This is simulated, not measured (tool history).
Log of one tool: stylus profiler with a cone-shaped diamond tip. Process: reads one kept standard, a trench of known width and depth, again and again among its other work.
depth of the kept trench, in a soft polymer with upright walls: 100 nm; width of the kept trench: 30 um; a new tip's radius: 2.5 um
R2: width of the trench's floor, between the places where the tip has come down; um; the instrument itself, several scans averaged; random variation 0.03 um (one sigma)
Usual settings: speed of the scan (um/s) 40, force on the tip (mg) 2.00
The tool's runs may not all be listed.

Run 1, hour 0.0: usual settings. Result: depth of the trench (nm) 100.79, R2 28.37 um.
Run 2, hour 19.4: usual settings but speed of the scan (um/s) 11. Result: depth of the trench (nm) 100.79, R2 28.54 um.
Run 3, hour 33.3: usual settings but speed of the scan (um/s) 11. Result: depth of the trench (nm) 100.81, R2 28.51 um.
Run 4, hour 54.5: usual settings but speed of the scan (um/s) 11. Result: depth of the trench (nm) 100.84, R2 28.55 um.
Run 5, hour 75.3: usual settings but speed of the scan (um/s) 11. Result: depth of the trench (nm) 100.77, R2 28.51 um.
Run 6, hour 97.6: usual settings but speed of the scan (um/s) 11. Result: depth of the trench (nm) 100.80, R2 28.54 um.
Run 7, hour 111.8: usual settings but speed of the scan (um/s) 11. Result: depth of the trench (nm) 100.80, R2 28.51 um.
Run 8, hour 124.7: usual settings but force on the tip (mg) 3.12. Result: depth of the trench (nm) 101.12, R2 28.48 um.
Run 9, hour 137.5: usual settings but force on the tip (mg) 3.12. Result: depth of the trench (nm) 101.06, R2 28.43 um.
Run 10, hour 162.1: usual settings but force on the tip (mg) 3.12. Result: depth of the trench (nm) 101.11, R2 28.47 um.
Run 11, hour 184.2: usual settings but force on the tip (mg) 3.12. Result: depth of the trench (nm) 101.13, R2 28.47 um.
Run 12, hour 207.8: usual settings but force on the tip (mg) 3.12. Result: depth of the trench (nm) 101.07, R2 28.46 um.
Run 13, hour 224.4: usual settings but speed of the scan (um/s) 10, force on the tip (mg) 1.38. Result: depth of the trench (nm) 100.60, R2 28.53 um.
Run 14, hour 239.1: usual settings but speed of the scan (um/s) 11, force on the tip (mg) 3.47. Result: depth of the trench (nm) 101.15, R2 28.50 um.
Run 15, hour 252.8: usual settings but speed of the scan (um/s) 88, force on the tip (mg) 0.73. Result: depth of the trench (nm) 100.43, R2 27.96 um.
Run 16, hour 275.2: usual settings but speed of the scan (um/s) 19, force on the tip (mg) 3.28. Result: depth of the trench (nm) 101.11, R2 28.54 um.
Run 17, hour 285.6: usual settings but speed of the scan (um/s) 19, force on the tip (mg) 3.28. Result: depth of the trench (nm) 101.11, R2 28.49 um.
Run 18, hour 297.9: usual settings but speed of the scan (um/s) 11, force on the tip (mg) 4.05. Result: depth of the trench (nm) 101.29, R2 28.48 um.
Run 19, hour 309.3: usual settings but speed of the scan (um/s) 68, force on the tip (mg) 1.37. Result: depth of the trench (nm) 100.66, R2 28.22 um.
Run 20, hour 324.5: usual settings but speed of the scan (um/s) 68, force on the tip (mg) 1.37. Result: depth of the trench (nm) 100.62, R2 28.21 um.
Run 21, hour 342.3: usual settings but speed of the scan (um/s) 152, force on the tip (mg) 1.04. Result: depth of the trench (nm) 100.49, R2 27.82 um.
Run 22, hour 358.9: usual settings but speed of the scan (um/s) 53, force on the tip (mg) 2.96. Result: depth of the trench (nm) 101.02, R2 28.41 um.

Forecast each of these 4 alternatives for the next run:
Run A, hour 370.3: usual settings but speed of the scan (um/s) 14, force on the tip (mg) 3.94. Result: depth of the trench (nm) ?, R2 ?.
Run B, hour 370.3: usual settings but speed of the scan (um/s) 53, force on the tip (mg) 1.13. Result: depth of the trench (nm) ?, R2 ?.
Run C, hour 370.3: usual settings but speed of the scan (um/s) 50. Result: depth of the trench (nm) ?, R2 ?.
Run D, hour 370.3: usual settings but speed of the scan (um/s) 13, force on the tip (mg) 5.12. Result: depth of the trench (nm) ?, R2 ?.

run  depth of the trench (nm)     R2
  A                    101.27  28.56
  B                    100.58  28.28
  C                    100.81  28.37
  D                    101.57  28.53
Without the tool's hidden state the same runs would have given:
run  depth of the trench (nm)     R2
  A                    101.27  28.57
  B                    100.58  28.30
  C                    100.81  28.38
  D                    101.56  28.54
